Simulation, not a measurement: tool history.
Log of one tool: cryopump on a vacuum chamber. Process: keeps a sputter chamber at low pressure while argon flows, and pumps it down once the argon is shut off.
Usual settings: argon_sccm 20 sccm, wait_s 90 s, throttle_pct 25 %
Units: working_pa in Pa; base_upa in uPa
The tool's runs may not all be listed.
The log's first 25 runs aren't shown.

run,hour,argon_sccm,wait_s,throttle_pct,hours of work since the pump was warmed up and emptied,hours of work since the cold head was overhauled,hours of work since the chamber's fittings were tightened,working_pa,base_upa
26,872.1,25,44,24,765,765,1293,0.1453,2.47
27,893.6,25,44,29,783,783,1311,0.1230,2.48
28,939.3,31,49,25,821,821,1348,0.1764,2.32
29,978.8,18,171,22,853,853,1381,0.1147,1.19
30,1013.7,12,85,22,882,882,1409,0.0769,1.69
31,1040.7,12,85,22,904,904,1432,0.0770,1.73
32,1086.6,20,264,39,942,942,1469,0.0786,1.11
33,1124.0,21,199,16,973,973,1500,0.1838,1.25
34,1154.3,11,261,44,998,998,1525,0.0400,1.14

3 ways to go on from here, each from the tool as it stands after run 34. What would each give?
A,1183.2,27,261,44,1022,1022,1549,?,?
B,1183.2,11,261,44,1022,1022,1549,?,?
C,1183.2,15,140,25,1022,1022,1549,?,?

run,working_pa,base_upa
A,0.0964,1.18
B,0.0386,1.13
C,0.0882,1.46
Without the tool's hidden state the same runs would have given:
run,working_pa,base_upa
A,0.0791,0.53
B,0.0316,0.49
C,0.0786,0.81

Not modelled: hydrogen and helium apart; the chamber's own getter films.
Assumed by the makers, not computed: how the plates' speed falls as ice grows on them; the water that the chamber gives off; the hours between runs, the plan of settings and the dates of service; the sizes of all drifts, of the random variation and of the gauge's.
